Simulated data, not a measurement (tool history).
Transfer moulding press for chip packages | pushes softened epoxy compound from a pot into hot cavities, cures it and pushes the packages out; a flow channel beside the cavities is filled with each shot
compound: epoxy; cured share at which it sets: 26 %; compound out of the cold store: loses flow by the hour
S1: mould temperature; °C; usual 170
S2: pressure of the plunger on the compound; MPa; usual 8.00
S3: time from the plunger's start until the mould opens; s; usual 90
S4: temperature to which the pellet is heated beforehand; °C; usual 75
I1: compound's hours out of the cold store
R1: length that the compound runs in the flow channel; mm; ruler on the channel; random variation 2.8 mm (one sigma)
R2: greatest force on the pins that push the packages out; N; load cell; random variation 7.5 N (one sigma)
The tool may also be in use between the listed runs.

run    day   S1    S2  S3  S4    I1   R1   R2
  1  0.000  170  8.00  90  75  44.4  737  434
     0.096  -- cavities cleaned with cleaning compound and waxed
  2  0.388  170  8.00  90  75  15.8  903  359
  3  0.671  170  8.00  90  75  46.3  731  350
  4  1.058  170  8.00  90  74  43.5  743  386
  5  1.350  170  8.00  90  74  25.1  841  411
     2.025  -- plunger's sealing rings changed
  6  2.058  170  8.00  90  74  44.4  753  416
  7  2.475  170  9.24  90  75  35.8  866  440
     2.850  -- cavities cleaned with cleaning compound and waxed
  8  2.946  170  9.24  90  75  15.4  982  318
  9  3.233  168  9.24  90  75  40.6  841  378
 10  3.754  170  8.00  90  71  13.8  936  397
 11  4.012  170  8.00  90  75  17.1  908  401
 12  4.383  170  8.00  90  75  10.3  950  436
 13  4.638  170  8.00  90  75  13.5  933  455
 14  5.242  170  8.00  90  75  24.6  862  438
     5.521  -- cavities cleaned with cleaning compound and waxed
 15  5.821  170  8.00  90  75  25.0  853  350
 16  6.254  170  8.00  90  75  44.1  750  387

Run 17 comes next. What will it give?
 17  6.762  170  8.00  90  75  18.3   ?   ?

{"run 17": {"R1": 893, "R2": 416}}
Without the tool's hidden state the same run would have given R1 907 mm, R2 336 N.
